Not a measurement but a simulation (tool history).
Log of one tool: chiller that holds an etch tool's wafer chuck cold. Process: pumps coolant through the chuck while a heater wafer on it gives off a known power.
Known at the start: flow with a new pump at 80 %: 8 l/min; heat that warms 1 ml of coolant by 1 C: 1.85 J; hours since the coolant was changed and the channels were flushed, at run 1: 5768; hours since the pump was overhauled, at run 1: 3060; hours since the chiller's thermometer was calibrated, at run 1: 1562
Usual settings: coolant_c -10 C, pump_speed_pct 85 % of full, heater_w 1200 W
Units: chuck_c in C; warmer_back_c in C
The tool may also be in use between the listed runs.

| run | hour | coolant_c | pump_speed_pct | heater_w | hours since the coolant was changed and the channels were flushed | hours since the pump was overhauled | hours since the chiller's thermometer was calibrated | chuck_c | warmer_back_c |
|---|---|---|---|---|---|---|---|---|---|
| 1 | 0 | -10 | 85 | 1200 | 5768 | 3060 | 1562 | -2.1 | 4.56 |
| 2 | 51 | -10 | 85 | 1200 | 5819 | 3111 | 1613 | -2 | 4.57 |
| 3 | 125.5 | -10 | 89 | 1200 | 5894 | 3185 | 1687 | -2.4 | 4.35 |
| 4 | 200.7 | -10 | 89 | 1200 | 5969 | 3260 | 1762 | -2.4 | 4.39 |
| 5 | 280.9 | -10 | 85 | 1200 | 6049 | 3340 | 1843 | -2.2 | 4.6 |
| 6 | 332.5 | -10 | 85 | 1200 | 6101 | 3392 | 1894 | -2.2 | 4.63 |
| 7 | 382.1 | -10 | 85 | 1200 | 6150 | 3442 | 1944 | -2 | 4.61 |
| 8 | 440.8 | -10 | 85 | 1200 | 6209 | 3500 | 2002 | -2.2 | 4.69 |
| 9 | 497.9 | -10 | 92 | 1200 | 6266 | 3557 | 2060 | -2.5 | 4.28 |
| 10 | 545.4 | -10 | 92 | 1200 | 6314 | 3605 | 2107 | -2.6 | 4.3 |
|  | 578.2 | chiller's thermometer calibrated |
| 11 | 600.1 | -10 | 92 | 1200 | 6367 | 3659 | 22 | -2.3 | 4.39 |
| 12 | 644.1 | -10 | 92 | 1200 | 6411 | 3703 | 66 | -2.4 | 4.24 |
| 13 | 712.4 | -19 | 67 | 1300 | 6480 | 3771 | 134 | -8.8 | 6.52 |
| 14 | 767.5 | -4 | 85 | 1177 | 6535 | 3826 | 189 | 3.6 | 4.61 |
| 15 | 836.6 | -2 | 75 | 1177 | 6604 | 3895 | 258 | 6.5 | 5.26 |
| 16 | 875.9 | -15 | 85 | 1200 | 6643 | 3934 | 298 | -7.1 | 4.79 |
| 17 | 954 | -16 | 85 | 1327 | 6721 | 4013 | 376 | -7.1 | 5.22 |
| 18 | 999.1 | -16 | 63 | 1327 | 6766 | 4058 | 421 | -5.1 | 7.17 |
|  | 1022.1 | gauge calibrated |
| 19 | 1039.4 | -16 | 63 | 1327 | 6807 | 4098 | 461 | -4.9 | 7 |
| 20 | 1113.5 | -16 | 63 | 1327 | 6881 | 4172 | 535 | -5.1 | 6.99 |
| 21 | 1164.3 | -12 | 100 | 1183 | 6931 | 4223 | 586 | -5.2 | 3.82 |

4 ways to go on from here, each from the tool as it stands after run 21. What would each give?
| A | 1229.3 | -7 | 100 | 1183 | 6996 | 4288 | 651 | ? | ? |
| B | 1229.3 | -4 | 87 | 1619 | 6996 | 4288 | 651 | ? | ? |
| C | 1229.3 | -10 | 81 | 1004 | 6996 | 4288 | 651 | ? | ? |
| D | 1229.3 | -12 | 93 | 1183 | 6996 | 4288 | 651 | ? | ? |

| run | chuck_c | warmer_back_c |
|---|---|---|
| A | 0 | 3.82 |
| B | 6.4 | 6.05 |
| C | -3.2 | 4.03 |
| D | -4.7 | 4.06 |
Without the tool's hidden state the same runs would have given:
| run | chuck_c | warmer_back_c |
|---|---|---|
| A | 0 | 3.78 |
| B | 6.3 | 6 |
| C | -3.2 | 3.98 |
| D | -4.7 | 4.02 |

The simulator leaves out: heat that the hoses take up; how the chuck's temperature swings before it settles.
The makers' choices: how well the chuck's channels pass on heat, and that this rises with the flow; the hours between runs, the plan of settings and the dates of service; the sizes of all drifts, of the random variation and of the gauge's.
